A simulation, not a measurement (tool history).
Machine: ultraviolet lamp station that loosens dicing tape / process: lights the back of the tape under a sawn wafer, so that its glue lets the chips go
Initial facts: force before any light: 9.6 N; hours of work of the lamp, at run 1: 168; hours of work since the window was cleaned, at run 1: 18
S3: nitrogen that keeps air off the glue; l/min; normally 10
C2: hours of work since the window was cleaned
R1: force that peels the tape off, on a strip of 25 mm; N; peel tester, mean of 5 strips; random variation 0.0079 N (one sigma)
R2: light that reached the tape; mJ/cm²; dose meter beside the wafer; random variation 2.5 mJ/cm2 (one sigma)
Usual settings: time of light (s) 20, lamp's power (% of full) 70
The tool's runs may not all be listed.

run 1 hour=0 | time_of_light_(s)=20 lamp's_power_(%_of_full)=70 S3=10 | hours_of_work_of_the_lamp=168 C2=18 | R1=0.359 R2=290
run 2 hour=39.4 | time_of_light_(s)=20 lamp's_power_(%_of_full)=70 S3=10 | hours_of_work_of_the_lamp=188 C2=38 | R1=0.351 R2=286
run 3 hour=72.5 | time_of_light_(s)=20 lamp's_power_(%_of_full)=70 S3=10 | hours_of_work_of_the_lamp=205 C2=55 | R1=0.365 R2=283
run 4 hour=106.8 | time_of_light_(s)=20 lamp's_power_(%_of_full)=70 S3=10 | hours_of_work_of_the_lamp=222 C2=72 | R1=0.378 R2=285
run 5 hour=136.5 | time_of_light_(s)=20 lamp's_power_(%_of_full)=70 S3=10 | hours_of_work_of_the_lamp=237 C2=87 | R1=0.376 R2=281
run 6 hour=173.8 | time_of_light_(s)=20 lamp's_power_(%_of_full)=70 S3=10 | hours_of_work_of_the_lamp=256 C2=106 | R1=0.373 R2=276
run 7 hour=236.1 | time_of_light_(s)=20 lamp's_power_(%_of_full)=70 S3=10 | hours_of_work_of_the_lamp=288 C2=138 | R1=0.405 R2=274
run 8 hour=280.6 | time_of_light_(s)=20 lamp's_power_(%_of_full)=70 S3=10 | hours_of_work_of_the_lamp=310 C2=160 | R1=0.408 R2=271
run 9 hour=345.4 | time_of_light_(s)=38 lamp's_power_(%_of_full)=70 S3=10 | hours_of_work_of_the_lamp=343 C2=193 | R1=0.139 R2=508
run 10 hour=404.8 | time_of_light_(s)=38 lamp's_power_(%_of_full)=70 S3=10 | hours_of_work_of_the_lamp=373 C2=223 | R1=0.147 R2=504
run 11 hour=466.5 | time_of_light_(s)=20 lamp's_power_(%_of_full)=70 S3=14 | hours_of_work_of_the_lamp=405 C2=254 | R1=0.328 R2=261
run 12 hour=515.6 | time_of_light_(s)=20 lamp's_power_(%_of_full)=70 S3=4 | hours_of_work_of_the_lamp=430 C2=279 | R1=1.065 R2=262
run 13 hour=546.1 | time_of_light_(s)=15 lamp's_power_(%_of_full)=71 S3=14 | hours_of_work_of_the_lamp=445 C2=295 | R1=0.665 R2=194
-- hour=551.5 window cleaned of glue's vapour
run 14 hour=577.2 | time_of_light_(s)=21 lamp's_power_(%_of_full)=79 S3=10 | hours_of_work_of_the_lamp=460 C2=13 | R1=0.34 R2=292
run 15 hour=618.3 | time_of_light_(s)=20 lamp's_power_(%_of_full)=93 S3=10 | hours_of_work_of_the_lamp=481 C2=34 | R1=0.274 R2=327
run 16 hour=654.4 | time_of_light_(s)=14 lamp's_power_(%_of_full)=98 S3=3 | hours_of_work_of_the_lamp=500 C2=52 | R1=1.586 R2=241
-- hour=686.3 window cleaned of glue's vapour, once more
run 17 hour=696.1 | time_of_light_(s)=23 lamp's_power_(%_of_full)=98 S3=14 | hours_of_work_of_the_lamp=520 C2=5 | R1=0.15 R2=429
run 18 hour=731.6 | time_of_light_(s)=23 lamp's_power_(%_of_full)=98 S3=14 | hours_of_work_of_the_lamp=538 C2=23 | R1=0.149 R2=430
run 19 hour=788.5 | time_of_light_(s)=17 lamp's_power_(%_of_full)=70 S3=10 | hours_of_work_of_the_lamp=567 C2=52 | R1=0.638 R2=220
run 20 hour=854.1 | time_of_light_(s)=24 lamp's_power_(%_of_full)=70 S3=5 | hours_of_work_of_the_lamp=601 C2=85 | R1=0.577 R2=315
run 21 hour=916 | time_of_light_(s)=24 lamp's_power_(%_of_full)=70 S3=5 | hours_of_work_of_the_lamp=632 C2=116 | R1=0.591 R2=305
run 22 hour=983 | time_of_light_(s)=20 lamp's_power_(%_of_full)=70 S3=13 | hours_of_work_of_the_lamp=666 C2=150 | R1=0.39 R2=252
run 23 hour=1023.6 | time_of_light_(s)=16 lamp's_power_(%_of_full)=95 S3=4 | hours_of_work_of_the_lamp=686 C2=171 | R1=0.984 R2=271
run 24 hour=1078.3 | time_of_light_(s)=16 lamp's_power_(%_of_full)=95 S3=4 | hours_of_work_of_the_lamp=714 C2=199 | R1=0.984 R2=268

Alternative continuations, all from the tool just after run 24; predict every row:
run A hour=1120.1 | time_of_light_(s)=16 lamp's_power_(%_of_full)=83 S3=11 | hours_of_work_of_the_lamp=735 C2=220 | R1=? R2=?
run B hour=1120.1 | time_of_light_(s)=19 lamp's_power_(%_of_full)=64 S3=4 | hours_of_work_of_the_lamp=735 C2=220 | R1=? R2=?
run C hour=1120.1 | time_of_light_(s)=16 lamp's_power_(%_of_full)=95 S3=16 | hours_of_work_of_the_lamp=735 C2=220 | R1=? R2=?

run=A R1=0.552 R2=233
run=B R1=1.582 R2=208
run=C R1=0.301 R2=266
Take away the tool's hidden state, keep each run's random variation, and the runs would have read:
run=A R1=0.317 R2=293
run=B R1=1.023 R2=263
run=C R1=0.194 R2=334

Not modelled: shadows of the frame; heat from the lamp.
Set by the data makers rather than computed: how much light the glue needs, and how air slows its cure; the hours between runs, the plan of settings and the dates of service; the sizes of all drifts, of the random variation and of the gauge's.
